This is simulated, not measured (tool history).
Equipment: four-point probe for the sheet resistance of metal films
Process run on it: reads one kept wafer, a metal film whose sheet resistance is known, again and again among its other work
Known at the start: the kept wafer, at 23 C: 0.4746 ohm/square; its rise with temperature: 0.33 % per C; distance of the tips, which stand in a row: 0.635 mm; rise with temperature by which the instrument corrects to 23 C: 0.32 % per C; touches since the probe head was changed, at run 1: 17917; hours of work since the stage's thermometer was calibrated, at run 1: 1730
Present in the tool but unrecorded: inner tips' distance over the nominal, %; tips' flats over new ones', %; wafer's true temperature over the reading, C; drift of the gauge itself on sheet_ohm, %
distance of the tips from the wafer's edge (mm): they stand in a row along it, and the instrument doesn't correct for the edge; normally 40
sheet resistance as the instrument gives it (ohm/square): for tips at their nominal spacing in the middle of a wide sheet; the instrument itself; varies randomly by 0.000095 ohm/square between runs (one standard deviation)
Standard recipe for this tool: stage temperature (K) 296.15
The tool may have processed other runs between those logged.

run	hour	stage temperature (K)	distance of the tips from the wafer's edge (mm)	touches since the probe head was changed	hours of work since the stage's thermometer was calibrated	sheet resistance as the instrument gives it (ohm/square)
1	0	296.15	40	17917	1730	0.475597
2	29.4	296.15	21	18959	1747	0.475836
3	66.8	296.15	4	20286	1769	0.481897
4	101	302.15	40	21501	1789	0.476016
5	119.9	296.15	40	22172	1800	0.475585
6	158.9	296.15	40	23556	1822	0.475754
7	189.2	296.15	3	24630	1840	0.487075
8	205.7	296.15	40	25216	1849	0.475791
9	229.9	301.15	40	26074	1863	0.476191
# hour 232.9: stage's thermometer calibrated
10	248	296.15	70	26697	9	0.475653
11	272.2	293.15	40	27558	23	0.475491
12	298.8	293.15	40	28500	38	0.475552
13	330.2	293.15	40	29615	56	0.475517
14	367.5	293.15	40	30938	78	0.475708
# hour 374.7: stage's thermometer calibrated, once more
15	400.8	293.15	40	32100	15	0.476248
16	424.9	301.15	10	32956	29	0.477887
17	451.8	301.15	10	33912	45	0.477971
18	488.6	301.15	10	35217	66	0.477822

What will run 19 give?
19	508.8	303.15	31	35935	78	?

Run 19 measured sheet resistance as the instrument gives it (ohm/square) 0.47715.
Had the tool carried no hidden state, the very same run would have given sheet resistance as the instrument gives it (ohm/square) 0.475158.
